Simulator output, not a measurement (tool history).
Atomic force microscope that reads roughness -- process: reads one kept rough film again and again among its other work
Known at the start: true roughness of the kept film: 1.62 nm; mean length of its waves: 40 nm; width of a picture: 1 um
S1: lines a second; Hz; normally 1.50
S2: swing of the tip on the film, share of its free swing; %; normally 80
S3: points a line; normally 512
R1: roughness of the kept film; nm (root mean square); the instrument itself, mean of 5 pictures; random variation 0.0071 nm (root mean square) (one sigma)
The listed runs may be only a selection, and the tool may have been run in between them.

run,hour,S1,S2,S3,R1
1,0.0,1.50,80,512,1.385
2,33.5,1.50,80,387,1.355
3,84.4,1.50,80,379,1.337
4,120.0,1.50,83,512,1.337
5,156.0,1.50,80,512,1.340
6,203.9,1.50,80,512,1.302
# hour 230.0: new tip fitted
7,259.2,1.50,80,512,1.492
8,309.0,1.50,80,512,1.448
9,364.0,1.50,80,512,1.432
10,428.9,1.50,80,512,1.393
11,493.6,1.50,80,512,1.371
12,536.6,1.50,80,512,1.360
13,598.1,1.50,80,512,1.330
14,673.9,1.50,74,512,1.309
# hour 699.8: new tip fitted
15,736.8,1.50,85,512,1.463
16,783.6,1.50,87,512,1.430
17,843.2,1.50,87,512,1.399
18,882.4,1.50,87,512,1.387
19,914.7,1.50,87,512,1.364
20,979.4,1.50,86,512,1.350
21,1020.5,1.50,86,512,1.332
22,1068.5,0.75,80,512,1.380
23,1099.8,0.66,62,259,1.368
24,1158.8,0.66,61,258,1.360
# hour 1169.0: new tip fitted
25,1207.9,0.66,61,258,1.515

The next listed run, before its measurement:
# hour 1215.0: height scale calibrated on a step standard
26,1245.5,1.77,72,621,?

Run 26 measured R1 1.488 nm (root mean square).
With no hidden state in the tool, this same run would have given R1 1.496 nm (root mean square).
